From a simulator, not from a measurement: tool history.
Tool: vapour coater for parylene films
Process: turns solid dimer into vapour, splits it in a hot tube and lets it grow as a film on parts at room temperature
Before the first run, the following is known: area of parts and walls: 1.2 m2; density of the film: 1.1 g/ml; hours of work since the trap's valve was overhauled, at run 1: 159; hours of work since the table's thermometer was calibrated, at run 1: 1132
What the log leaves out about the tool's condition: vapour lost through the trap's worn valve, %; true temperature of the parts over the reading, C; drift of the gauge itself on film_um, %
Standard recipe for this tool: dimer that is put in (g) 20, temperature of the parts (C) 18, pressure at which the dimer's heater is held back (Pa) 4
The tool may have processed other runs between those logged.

run,hour,dimer that is put in (g),temperature of the parts (C),pressure at which the dimer's heater is held back (Pa),hours of work since the trap's valve was overhauled,hours of work since the table's thermometer was calibrated,thickness of the film (µm)
1,0,20,18,4,159,1132,9.39
2,31.1,20,18,10.04,182,1155,8.37
3,77.8,20,18,10.04,215,1188,8.12
4,113,12,18,4,241,1214,5.35
# hour 131.4: trap's valve overhauled
5,157.6,12,18,4,19,1243,5.8
6,195,30,18,9.75,46,1271,13.1
7,240.2,16,14,9.75,79,1303,8.02
8,275.3,20,18,2.57,104,1329,9.8

Estimate the outcome of run 9 from the log above:
9,311.6,20,18,2.57,131,1355,?

Run 9 measured thickness of the film (µm) 9.9.
On a tool with no hidden condition, and with the same random variation, this run would have come out at thickness of the film (µm) 10.56.
